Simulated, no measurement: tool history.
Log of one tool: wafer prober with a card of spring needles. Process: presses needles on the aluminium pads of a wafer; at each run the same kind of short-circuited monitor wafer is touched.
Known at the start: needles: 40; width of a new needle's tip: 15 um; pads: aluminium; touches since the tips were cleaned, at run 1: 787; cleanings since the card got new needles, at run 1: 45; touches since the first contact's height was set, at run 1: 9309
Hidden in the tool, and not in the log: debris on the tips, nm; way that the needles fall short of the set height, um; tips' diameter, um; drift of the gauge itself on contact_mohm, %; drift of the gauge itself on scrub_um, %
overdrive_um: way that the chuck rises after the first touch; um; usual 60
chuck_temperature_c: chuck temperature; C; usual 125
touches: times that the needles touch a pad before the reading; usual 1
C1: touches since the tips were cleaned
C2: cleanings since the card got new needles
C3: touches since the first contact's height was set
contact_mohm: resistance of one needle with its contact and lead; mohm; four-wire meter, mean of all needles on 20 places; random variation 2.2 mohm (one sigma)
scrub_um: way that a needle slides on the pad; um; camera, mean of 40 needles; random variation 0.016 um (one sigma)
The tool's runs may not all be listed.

Run 1, hour 0: usual settings; C1 787; C2 45; C3 9309. Result: contact_mohm 258 mohm, scrub_um 8.8 um.
At hour 36: tips cleaned on abrasive film.
At hour 70.3: tips cleaned on abrasive film.
Run 2, hour 71.3: usual settings but overdrive_um 46 um; C1 237; C2 47; C3 27327. Result: contact_mohm 265 mohm, scrub_um 6.69 um.
At hour 106.3: tips cleaned on abrasive film.
Run 3, hour 106.3: usual settings; C1 0; C2 48; C3 36196. Result: contact_mohm 245 mohm, scrub_um 8.74 um.
At hour 145.2: tips cleaned on abrasive film.
Run 4, hour 166.8: usual settings; C1 5480; C2 49; C3 51507. Result: contact_mohm 304 mohm, scrub_um 8.7 um.
At hour 182.2: tips cleaned on abrasive film.
At hour 220.8: tips cleaned on abrasive film.
Run 5, hour 221.3: usual settings; C1 151; C2 51; C3 65281. Result: contact_mohm 251 mohm, scrub_um 8.74 um.
Run 6, hour 252.9: usual settings; C1 8147; C2 51; C3 73277. Result: contact_mohm 312 mohm, scrub_um 8.73 um.
At hour 257.3: tips cleaned on abrasive film.
Run 7, hour 283.2: usual settings but chuck_temperature_c 82 C; C1 6585; C2 52; C3 80946. Result: contact_mohm 307 mohm, scrub_um 8.73 um.
At hour 293.3: tips cleaned on abrasive film.
At hour 332.3: tips cleaned on abrasive film.
Run 8, hour 335.4: usual settings but overdrive_um 42 um, chuck_temperature_c 35 C, touches 3; C1 799; C2 54; C3 94131. Result: contact_mohm 240 mohm, scrub_um 6.07 um.
At hour 370: tips cleaned on abrasive film.
Run 9, hour 375.7: usual settings but overdrive_um 41 um, touches 2; C1 1440; C2 55; C3 104309. Result: contact_mohm 286 mohm, scrub_um 5.91 um.
At hour 406.4: tips cleaned on abrasive film.
Run 10, hour 438.2: usual settings but overdrive_um 69 um, chuck_temperature_c 61 C; C1 8057; C2 56; C3 120129. Result: contact_mohm 289 mohm, scrub_um 10.03 um.
At hour 444.4: tips cleaned on abrasive film.
At hour 480.2: tips cleaned on abrasive film.
Run 11, hour 491.4: usual settings but overdrive_um 55 um, chuck_temperature_c 46 C; C1 2840; C2 58; C3 133579. Result: contact_mohm 284 mohm, scrub_um 7.95 um.

5 ways to go on from here, each from the tool as it stands after run 11. What would each give?
At hour 520.3: tips cleaned on abrasive film.
Run A, hour 549.5: usual settings but overdrive_um 63 um, chuck_temperature_c 46 C; C1 7416; C2 59; C3 148285. Result: contact_mohm ?, scrub_um ?.
At hour 520.3: tips cleaned on abrasive film.
Run B, hour 549.5: usual settings but overdrive_um 72 um, chuck_temperature_c 78 C, touches 2; C1 7416; C2 59; C3 148285. Result: contact_mohm ?, scrub_um ?.
At hour 520.3: tips cleaned on abrasive film.
Run C, hour 549.5: usual settings but overdrive_um 67 um, chuck_temperature_c 31 C, touches 2; C1 7416; C2 59; C3 148285. Result: contact_mohm ?, scrub_um ?.
At hour 520.3: tips cleaned on abrasive film.
Run D, hour 549.5: usual settings but overdrive_um 80 um, chuck_temperature_c 72 C, touches 3; C1 7416; C2 59; C3 148285. Result: contact_mohm ?, scrub_um ?.
At hour 520.3: tips cleaned on abrasive film.
Run E, hour 549.5: usual settings but overdrive_um 42 um, chuck_temperature_c 30 C; C1 7416; C2 59; C3 148285. Result: contact_mohm ?, scrub_um ?.

run  contact_mohm  scrub_um
  A           300      9.09
  B           265     10.44
  C           265       9.7
  D           245     11.61
  E           384      6.02
Without the tool's hidden state the same runs would have given:
run  contact_mohm  scrub_um
  A           222      9.21
  B           229     10.55
  C           221      9.81
  D           227     11.73
  E           222      6.14
